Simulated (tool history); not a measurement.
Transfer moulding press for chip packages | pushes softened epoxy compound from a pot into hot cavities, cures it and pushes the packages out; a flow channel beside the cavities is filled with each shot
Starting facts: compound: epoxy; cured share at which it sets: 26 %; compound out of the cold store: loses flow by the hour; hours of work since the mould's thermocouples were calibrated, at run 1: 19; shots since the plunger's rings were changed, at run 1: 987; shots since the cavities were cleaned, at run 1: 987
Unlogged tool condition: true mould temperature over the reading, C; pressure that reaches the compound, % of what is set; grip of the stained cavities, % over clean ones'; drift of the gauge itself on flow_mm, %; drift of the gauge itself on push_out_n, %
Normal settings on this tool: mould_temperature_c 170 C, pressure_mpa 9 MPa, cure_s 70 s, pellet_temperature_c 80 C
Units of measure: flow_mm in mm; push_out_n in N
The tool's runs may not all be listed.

run	hour	mould_temperature_c	pressure_mpa	cure_s	pellet_temperature_c	hours of work since the mould's thermocouples were calibrated	shots since the plunger's rings were changed	shots since the cavities were cleaned	incoming compound's hours out of the cold store	flow_mm	push_out_n
1	0	170	9	70	80	19	987	987	37.2	591	464
# hour 12.2: cavities cleaned with cleaning compound and waxed
2	53.8	170	9	70	80	54	1797	643	44.6	561	460
# hour 86.9: cavities cleaned with cleaning compound and waxed
3	103.1	170	9	70	80	87	2538	252	38.1	583	480
# hour 119.5: plunger's sealing rings changed
4	160.5	170	9	70	80	124	634	1101	9.5	711	513
# hour 165.2: cavities cleaned with cleaning compound and waxed
5	203	170	7.25	70	80	152	1269	584	12.6	633	517
# hour 239.8: cavities cleaned with cleaning compound and waxed
6	257.8	165	9	70	80	188	2095	279	22.7	663	668
# hour 302.9: plunger's sealing rings changed
7	305.4	165	9	70	80	218	38	977	33.1	611	650
# hour 315.2: cavities cleaned with cleaning compound and waxed
8	360.4	170	9	84	80	254	868	701	46.8	550	368
# hour 389.7: cavities cleaned with cleaning compound and waxed
9	389.7	170	9	84	80	273	1297	0	41.2	572	350
10	420.6	170	9	84	80	294	1776	479	46.8	549	353
# hour 464.7: cavities cleaned with cleaning compound and waxed
# hour 472.4: mould's thermocouples calibrated
11	477.5	170	9	84	80	3	2603	167	35.8	594	349
# hour 490.8: plunger's sealing rings changed
12	524.5	170	9	55	76	33	522	856	16.9	680	924
# hour 544.1: cavities cleaned with cleaning compound and waxed
13	574.2	170	9	55	76	66	1269	467	33.4	604	852
# hour 621.1: cavities cleaned with cleaning compound and waxed
14	634.9	170	9	55	76	106	2186	214	44.2	558	824
# hour 671.3: plunger's sealing rings changed
15	683.1	175	7.73	100	71	137	181	921	23.3	599	322
# hour 696.3: cavities cleaned with cleaning compound and waxed
16	742.4	175	7.73	100	71	176	1076	712	32.2	563	317
# hour 770: cavities cleaned with cleaning compound and waxed
17	774.8	175	7.73	100	71	197	1556	75	12.8	646	326
18	837.3	168	10.69	87	75	239	2523	1042	23.1	713	366
# hour 842.7: cavities cleaned with cleaning compound and waxed
# hour 855.9: plunger's sealing rings changed
19	903.7	170	9	70	76	281	741	906	25.7	639	506
# hour 917.9: cavities cleaned with cleaning compound and waxed
20	961.1	171	10.83	53	71	319	1606	669	17.3	745	964
# hour 973.4: mould's thermocouples calibrated
# hour 994.1: cavities cleaned with cleaning compound and waxed
21	1009.8	175	7.44	105	70	24	2307	243	47.8	496	323

What if the next run were any one of these 3? Each begins from the tool's condition after run 21:
# hour 1039.3: plunger's sealing rings changed
A	1063.9	175	10.54	105	70	58	381	1041	10.3	?	?
# hour 1039.3: plunger's sealing rings changed
B	1063.9	170	7.02	67	90	58	381	1041	44.7	?	?
# hour 1039.3: plunger's sealing rings changed
C	1063.9	170	10.41	70	80	58	381	1041	12.2	?	?

run	flow_mm	push_out_n
A	767	314
B	492	478
C	757	520
The same runs, with their run-to-run variation unchanged, on a tool lacking any hidden condition would have given:
run	flow_mm	push_out_n
A	767	312
B	492	474
C	757	516
